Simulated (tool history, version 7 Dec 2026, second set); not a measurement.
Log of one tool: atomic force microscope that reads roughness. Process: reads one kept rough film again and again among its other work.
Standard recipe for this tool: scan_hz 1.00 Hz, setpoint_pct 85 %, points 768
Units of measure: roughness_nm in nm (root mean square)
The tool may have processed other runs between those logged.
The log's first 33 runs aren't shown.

{"run": 34, "hour": 583.4, "scan_hz": 1.0, "setpoint_pct": 80, "points": 787, "roughness_nm": 3.382}
{"hour": 597.4, "done": "new tip fitted"}
{"run": 35, "hour": 604.0, "scan_hz": 1.0, "setpoint_pct": 80, "points": 787, "roughness_nm": 3.406}
{"run": 36, "hour": 628.7, "scan_hz": 0.7, "setpoint_pct": 61, "points": 497, "roughness_nm": 3.616}
{"run": 37, "hour": 642.9, "scan_hz": 0.53, "setpoint_pct": 85, "points": 710, "roughness_nm": 3.515}
{"run": 38, "hour": 667.7, "scan_hz": 0.53, "setpoint_pct": 85, "points": 710, "roughness_nm": 3.474}
{"run": 39, "hour": 679.4, "scan_hz": 0.53, "setpoint_pct": 85, "points": 710, "roughness_nm": 3.486}
{"run": 40, "hour": 692.2, "scan_hz": 1.26, "setpoint_pct": 85, "points": 303, "roughness_nm": 3.144}
{"run": 41, "hour": 715.8, "scan_hz": 1.26, "setpoint_pct": 85, "points": 303, "roughness_nm": 3.178}
{"run": 42, "hour": 741.5, "scan_hz": 1.33, "setpoint_pct": 56, "points": 768, "roughness_nm": 3.575}
{"run": 43, "hour": 760.2, "scan_hz": 1.33, "setpoint_pct": 56, "points": 768, "roughness_nm": 3.615}
{"run": 44, "hour": 775.9, "scan_hz": 1.33, "setpoint_pct": 56, "points": 768, "roughness_nm": 3.598}
{"run": 45, "hour": 788.1, "scan_hz": 1.33, "setpoint_pct": 55, "points": 273, "roughness_nm": 3.492}
{"hour": 800.3, "done": "new tip fitted"}
{"run": 46, "hour": 808.7, "scan_hz": 1.33, "setpoint_pct": 55, "points": 273, "roughness_nm": 3.504}
{"run": 47, "hour": 821.0, "scan_hz": 1.33, "setpoint_pct": 55, "points": 273, "roughness_nm": 3.534}

Below are 3 alternative next runs, each starting from the tool's condition after run 47. Predict each:
{"run": "A", "hour": 846.5, "scan_hz": 1.14, "setpoint_pct": 85, "points": 768, "roughness_nm": "?"}
{"run": "B", "hour": 846.5, "scan_hz": 1.0, "setpoint_pct": 58, "points": 768, "roughness_nm": "?"}
{"run": "C", "hour": 846.5, "scan_hz": 0.56, "setpoint_pct": 68, "points": 483, "roughness_nm": "?"}

run=A roughness_nm=3.291
run=B roughness_nm=3.616
run=C roughness_nm=3.581
Take away the tool's hidden state, keep each run's random variation, and the runs would have read:
run=A roughness_nm=3.296
run=B roughness_nm=3.621
run=C roughness_nm=3.586
